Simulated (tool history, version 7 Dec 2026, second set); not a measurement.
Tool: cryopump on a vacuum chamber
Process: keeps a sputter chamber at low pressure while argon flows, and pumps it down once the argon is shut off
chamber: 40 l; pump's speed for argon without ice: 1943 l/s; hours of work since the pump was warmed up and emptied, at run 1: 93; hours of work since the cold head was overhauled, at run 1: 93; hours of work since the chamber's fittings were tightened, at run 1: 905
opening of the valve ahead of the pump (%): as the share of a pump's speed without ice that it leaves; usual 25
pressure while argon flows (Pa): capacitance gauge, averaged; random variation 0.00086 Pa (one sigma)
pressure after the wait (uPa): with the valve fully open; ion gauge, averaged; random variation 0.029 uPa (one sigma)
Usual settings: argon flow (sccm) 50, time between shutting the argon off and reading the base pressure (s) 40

run,hour,argon flow (sccm),time between shutting the argon off and reading the base pressure (s),opening of the valve ahead of the pump (%),hours of work since the pump was warmed up and emptied,hours of work since the cold head was overhauled,hours of work since the chamber's fittings were tightened,pressure while argon flows (Pa),pressure after the wait (uPa)
1,0,50,40,25,93,93,905,0.1763,1.79
2,15.9,50,40,25,100,100,913,0.1754,1.75
3,25.4,50,40,25,105,105,918,0.1775,1.73
4,44.3,50,40,25,114,114,927,0.176,1.82
5,58.3,50,40,57,121,121,934,0.0785,1.82
6,66.5,50,40,57,125,125,938,0.0787,1.82
7,76,60,40,57,129,129,942,0.0944,1.81
8,87.1,60,40,57,135,135,948,0.0951,1.78
9,101,50,40,25,142,142,954,0.1776,1.9
10,112.4,50,40,25,147,147,960,0.1776,1.86
11,130.3,50,40,25,156,156,969,0.1782,1.83
12,145.2,50,40,25,163,163,976,0.178,1.86
13,155.6,50,40,25,168,168,981,0.1791,1.86
14,170,25,40,25,175,175,988,0.0893,1.83
15,182.4,50,40,25,181,181,994,0.1778,1.86
16,194.4,50,210,25,187,187,1000,0.1781,0.88
17,207.1,50,40,25,193,193,1006,0.1792,1.86
18,220.3,50,40,25,200,200,1012,0.1777,1.86
19,234.8,40,53,33,207,207,1019,0.109,1.59
20,250.4,40,53,33,214,214,1027,0.1096,1.6
21,259.5,40,87,33,219,219,1031,0.1103,1.25
22,269.1,40,87,33,223,223,1036,0.1098,1.28
23,283,40,87,33,230,230,1043,0.1092,1.22
24,296.5,40,87,33,237,237,1049,0.1091,1.28
25,312.6,62,41,29,244,244,1057,0.1927,1.85
26,321.8,62,41,29,249,249,1062,0.1931,1.83
27,330,79,291,19,253,253,1066,0.3724,0.84
28,344.3,24,72,25,260,260,1072,0.0873,1.36
29,352.4,53,68,25,264,264,1076,0.1911,1.42
30,360.3,53,68,25,268,268,1080,0.1919,1.39
31,369.4,53,68,25,272,272,1085,0.1919,1.41
32,386.8,53,61,38,280,280,1093,0.1283,1.48
33,394.7,53,61,38,284,284,1097,0.1282,1.47
34,403.7,90,73,26,289,289,1101,0.3155,1.38

The same runs without the tool's hidden state, with the same run-to-run variation:
The hidden state here: pump's speed, % of a pump's without ice; cold plate's temperature, K; leak into the chamber, uPa l/s; drift of the gauge itself on working_pa, %; drift of the gauge itself on base_upa, %.
run,pressure while argon flows (Pa),pressure after the wait (uPa)
1,0.1741,1.37
2,0.173,1.33
3,0.175,1.31
4,0.1733,1.38
5,0.0756,1.38
6,0.0758,1.37
7,0.0908,1.36
8,0.0913,1.34
9,0.1742,1.42
10,0.1741,1.4
11,0.1745,1.36
12,0.1741,1.38
13,0.1751,1.38
14,0.0872,1.35
15,0.1735,1.37
16,0.1737,0.38
17,0.1745,1.36
18,0.173,1.36
19,0.1051,1.08
20,0.1055,1.08
21,0.1061,0.73
22,0.1055,0.74
23,0.1048,0.7
24,0.1045,0.74
25,0.1853,1.31
26,0.1856,1.31
27,0.3626,0.28
28,0.0842,0.8
29,0.1842,0.87
30,0.1849,0.84
31,0.1848,0.85
32,0.121,0.92
33,0.1207,0.9
34,0.3025,0.8
